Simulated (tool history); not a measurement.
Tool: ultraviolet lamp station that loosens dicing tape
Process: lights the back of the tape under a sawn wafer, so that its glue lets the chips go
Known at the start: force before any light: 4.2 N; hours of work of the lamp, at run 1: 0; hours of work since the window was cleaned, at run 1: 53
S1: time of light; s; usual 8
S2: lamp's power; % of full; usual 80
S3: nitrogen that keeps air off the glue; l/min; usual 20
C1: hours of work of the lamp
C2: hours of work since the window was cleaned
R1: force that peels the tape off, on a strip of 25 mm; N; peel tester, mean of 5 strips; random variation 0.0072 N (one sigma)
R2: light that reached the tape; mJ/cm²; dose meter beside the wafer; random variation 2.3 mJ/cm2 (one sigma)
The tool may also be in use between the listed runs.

Run 1, hour 0: usual settings; C1 0; C2 53. Result: R1 0.267 N, R2 227 mJ/cm².
Run 2, hour 54.7: usual settings but S1 9 s; C1 28; C2 81. Result: R1 0.234 N, R2 249 mJ/cm².
Run 3, hour 118.2: usual settings; C1 61; C2 114. Result: R1 0.299 N, R2 217 mJ/cm².
Run 4, hour 155.4: usual settings but S1 13 s; C1 80; C2 133. Result: R1 0.199 N, R2 354 mJ/cm².
Run 5, hour 234.2: usual settings but S1 13 s; C1 120; C2 173. Result: R1 0.19 N, R2 344 mJ/cm².
Run 6, hour 279.7: usual settings; C1 143; C2 196. Result: R1 0.296 N, R2 207 mJ/cm².
Run 7, hour 346: usual settings but S2 89 % of full; C1 177; C2 230. Result: R1 0.255 N, R2 227 mJ/cm².
Run 8, hour 396.3: usual settings but S2 89 % of full; C1 203; C2 256. Result: R1 0.268 N, R2 221 mJ/cm².
Run 9, hour 433.6: usual settings but S1 5 s; C1 222; C2 275. Result: R1 0.625 N, R2 123 mJ/cm².
At hour 457.7: window cleaned of glue's vapour.
Run 10, hour 475.7: usual settings but S1 5 s, S2 75 % of full; C1 244; C2 9. Result: R1 0.631 N, R2 126 mJ/cm².
Run 11, hour 539.6: usual settings; C1 276; C2 42. Result: R1 0.284 N, R2 216 mJ/cm².
Run 12, hour 614: usual settings; C1 315; C2 80. Result: R1 0.293 N, R2 207 mJ/cm².
Run 13, hour 694.3: usual settings but S2 81 % of full; C1 356; C2 121. Result: R1 0.293 N, R2 208 mJ/cm².
Run 14, hour 781.7: usual settings but S2 75 % of full; C1 401; C2 166. Result: R1 0.332 N, R2 183 mJ/cm².
Run 15, hour 834.3: usual settings but S2 75 % of full, S3 12 l/min; C1 428; C2 193. Result: R1 0.471 N, R2 184 mJ/cm².
Run 16, hour 885.3: usual settings but S3 11 l/min; C1 454; C2 219. Result: R1 0.453 N, R2 198 mJ/cm².
Run 17, hour 934.7: usual settings but S3 11 l/min; C1 479; C2 245. Result: R1 0.451 N, R2 193 mJ/cm².
At hour 1012.6: window cleaned of glue's vapour.
Run 18, hour 1012.6: usual settings but S2 81 % of full; C1 519; C2 0. Result: R1 0.294 N, R2 206 mJ/cm².
Run 19, hour 1098.5: usual settings but S2 81 % of full; C1 563; C2 44. Result: R1 0.3 N, R2 202 mJ/cm².
Run 20, hour 1184.6: usual settings but S2 81 % of full; C1 607; C2 88. Result: R1 0.313 N, R2 193 mJ/cm².
Run 21, hour 1234.4: usual settings but S2 81 % of full; C1 632; C2 114. Result: R1 0.316 N, R2 192 mJ/cm².
Run 22, hour 1286.9: usual settings but S2 81 % of full; C1 659; C2 141. Result: R1 0.341 N, R2 190 mJ/cm².
Run 23, hour 1326.4: usual settings but S1 5 s, S2 79 % of full, S3 16 l/min; C1 680; C2 161. Result: R1 0.783 N, R2 114 mJ/cm².
Run 24, hour 1408.8: usual settings but S2 90 % of full; C1 722; C2 203. Result: R1 0.289 N, R2 202 mJ/cm².
Run 25, hour 1477.1: usual settings but S1 7 s, S2 69 % of full, S3 16 l/min; C1 757; C2 238. Result: R1 0.645 N, R2 135 mJ/cm².
Run 26, hour 1518.2: usual settings but S1 10 s, S3 8 l/min; C1 778; C2 259. Result: R1 0.442 N, R2 217 mJ/cm².
Run 27, hour 1565.2: usual settings but S1 10 s, S3 8 l/min; C1 802; C2 283. Result: R1 0.466 N, R2 214 mJ/cm².
At hour 1573.6: window cleaned of glue's vapour.
Run 28, hour 1616.2: usual settings but S2 64 % of full; C1 828; C2 22. Result: R1 0.496 N, R2 151 mJ/cm².
Run 29, hour 1689: usual settings but S1 14 s, S2 67 % of full, S3 33 l/min; C1 865; C2 59. Result: R1 0.202 N, R2 268 mJ/cm².
Run 30, hour 1767.4: usual settings but S1 14 s, S2 67 % of full, S3 33 l/min; C1 906; C2 99. Result: R1 0.201 N, R2 266 mJ/cm².
Run 31, hour 1807.2: usual settings but S1 16 s, S2 91 % of full; C1 926; C2 120. Result: R1 0.203 N, R2 400 mJ/cm².
Run 32, hour 1872.2: usual settings but S1 12 s, S2 70 % of full, S3 18 l/min; C1 959; C2 153. Result: R1 0.27 N, R2 228 mJ/cm².
Run 33, hour 1935.1: usual settings but S1 5 s, S2 74 % of full, S3 9 l/min; C1 992; C2 185. Result: R1 1.341 N, R2 98 mJ/cm².
Run 34, hour 2000.8: usual settings but S1 5 s, S2 74 % of full, S3 9 l/min; C1 1025; C2 219. Result: R1 1.301 N, R2 95 mJ/cm².
Run 35, hour 2053: usual settings but S1 5 s, S2 74 % of full, S3 9 l/min; C1 1052; C2 246. Result: R1 1.343 N, R2 98 mJ/cm².
Run 36, hour 2096.3: usual settings but S1 6 s, S2 74 % of full, S3 7 l/min; C1 1074; C2 268. Result: R1 1.263 N, R2 112 mJ/cm².
At hour 2130: window cleaned of glue's vapour.
Run 37, hour 2145.9: usual settings but S3 27 l/min; C1 1099; C2 8. Result: R1 0.324 N, R2 170 mJ/cm².
Run 38, hour 2222: usual settings but S3 27 l/min; C1 1138; C2 47. Result: R1 0.341 N, R2 171 mJ/cm².
Run 39, hour 2261.2: usual settings but S2 68 % of full, S3 7 l/min; C1 1158; C2 67. Result: R1 0.92 N, R2 139 mJ/cm².
Run 40, hour 2346.5: usual settings but S1 5 s, S2 72 % of full, S3 31 l/min; C1 1202; C2 111. Result: R1 0.823 N, R2 91 mJ/cm².
Run 41, hour 2402.3: usual settings but S1 5 s, S2 88 % of full, S3 19 l/min; C1 1231; C2 140. Result: R1 0.821 N, R2 114 mJ/cm².
Run 42, hour 2481.2: usual settings but S1 5 s, S3 26 l/min; C1 1271; C2 180. Result: R1 0.812 N, R2 98 mJ/cm².

How the hidden state differs across the entries between the runs, from the last listed run before each to the first after it:
Between runs 9 and 10: window cleaned of glue's vapour (hour 457.7)
  lamp's light, % of a new lamp's: 94.5 -> 94; light that the window lets through, % of a clean one's: 90.8 -> 99.6
  measured less the result without the state, R1: +0.132 -> +0.061 N; R2: -20 -> -8 mJ/cm²
Between runs 17 and 18: window cleaned of glue's vapour (hour 1012.6)
  lamp's light, % of a new lamp's: 89 -> 88.1; light that the window lets through, % of a clean one's: 92.6 -> 99.5
  measured less the result without the state, R1: +0.115 -> +0.041 N; R2: -40 -> -29 mJ/cm²
Between runs 27 and 28: window cleaned of glue's vapour (hour 1573.6)
  lamp's light, % of a new lamp's: 81.9 -> 81.3; light that the window lets through, % of a clean one's: 91.4 -> 99.2
  measured less the result without the state, R1: +0.162 -> +0.14 N; R2: -73 -> -36 mJ/cm²
Between runs 36 and 37: window cleaned of glue's vapour (hour 2130)
  lamp's light, % of a new lamp's: 76 -> 75.4; light that the window lets through, % of a clean one's: 92 -> 99.1
  measured less the result without the state, R1: +0.467 -> +0.092 N; R2: -48 -> -58 mJ/cm²

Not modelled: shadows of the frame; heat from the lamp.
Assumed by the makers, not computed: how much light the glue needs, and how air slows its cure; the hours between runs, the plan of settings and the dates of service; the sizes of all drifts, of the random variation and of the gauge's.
